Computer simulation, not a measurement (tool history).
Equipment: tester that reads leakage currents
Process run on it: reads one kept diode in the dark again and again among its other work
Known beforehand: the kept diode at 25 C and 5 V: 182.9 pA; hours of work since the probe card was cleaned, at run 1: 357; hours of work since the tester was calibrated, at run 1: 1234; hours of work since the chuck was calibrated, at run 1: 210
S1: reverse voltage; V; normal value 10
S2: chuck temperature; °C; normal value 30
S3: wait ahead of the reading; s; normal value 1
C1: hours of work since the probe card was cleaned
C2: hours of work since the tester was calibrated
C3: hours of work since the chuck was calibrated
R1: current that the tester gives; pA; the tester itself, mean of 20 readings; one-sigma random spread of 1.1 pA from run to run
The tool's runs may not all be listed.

run	hour	S1	S2	S3	C1	C2	C3	R1
1	0	10	30	1	357	1234	210	364.68
2	78.8	10	30	1	404	1281	257	364.99
3	182.7	10	30	1	465	1342	318	364.84
4	271.4	10	30	0.78	518	1395	371	362.06
5	319.4	10	30	4.58	546	1423	399	364
6	397.6	10	30	4.58	592	1469	446	362.21
7	483.9	10	30	1	643	1520	497	365.95
8	552.6	10	30	1	684	1561	537	364.54
9	612.3	10	30	1	719	1596	573	364.08
10	659.7	10	30	1	747	1624	601	364.1
11	758.1	10	30	1	805	1682	659	366.17
12	811.7	10	30	1	837	1714	690	364.03
13	875.1	3	30	1	875	1752	728	249.83
14	970.1	16.4	30	1	931	1808	784	428.05
15	1057	10	48	1	982	1859	836	1744.76
16	1116.9	10	30	2.11	1018	1895	871	363.27
17	1227.1	10	30	2.11	1083	1960	936	363.42
18	1280.8	10	30	1	1115	1991	968	366.08
19	1369.7	10	30	1	1167	2044	1020	364.87
# hour 1377.8: chuck's temperature calibrated
20	1439.3	10	30	1.21	1207	2084	36	364.93
21	1535.1	7.8	58	0.5	1264	2141	93	3557.46
22	1636.4	1.6	22	0.47	1324	2201	153	96.08
23	1706.5	1.6	22	0.47	1365	2242	194	95.78
24	1768.1	1.6	22	0.47	1402	2279	231	95.9
25	1875.2	1.6	22	0.47	1465	2342	294	96.13
26	1959.7	1.2	48	2.78	1515	2392	344	890.6
27	2032.5	3.1	32	2.88	1558	2435	387	301.69
28	2098	11.2	33	0.3	1597	2474	426	499.81
29	2180.2	2.1	29	0.82	1645	2522	475	204.5
30	2267.1	2	22	2.51	1697	2574	526	102.12
31	2333.2	2	22	2.51	1736	2613	565	103.06
32	2419.3	2	21	2.46	1787	2664	616	93.46
33	2519.8	10	29	1	1846	2723	675	330.79
34	2572.5	10	29	1.38	1877	2754	707	332.86
35	2652.7	2	22	0.31	1925	2802	754	102.75
36	2744.2	2.8	24	1.92	1979	2856	808	139.41
37	2800.7	5.7	39	1	2012	2889	842	679.76
38	2866.1	18.1	25	1	2051	2928	880	277.22

Consider 4 possible next runs. They are alternatives, not a sequence: every one starts from the tool as it was left by run 38. What does each give?
A	2927.3	8.5	22	9.15	2087	2964	916	?
B	2927.3	3.7	47	8.19	2087	2964	916	?
C	2927.3	6.5	44	0.46	2087	2964	916	?
D	2927.3	10	30	0.61	2087	2964	916	?

run	R1
A	162.68
B	1167.66
C	1087.98
D	363.6
Take away the tool's hidden state, keep each run's random variation, and the runs would have read:
run	R1
A	162.5
B	1167.15
C	1087.46
D	363.31
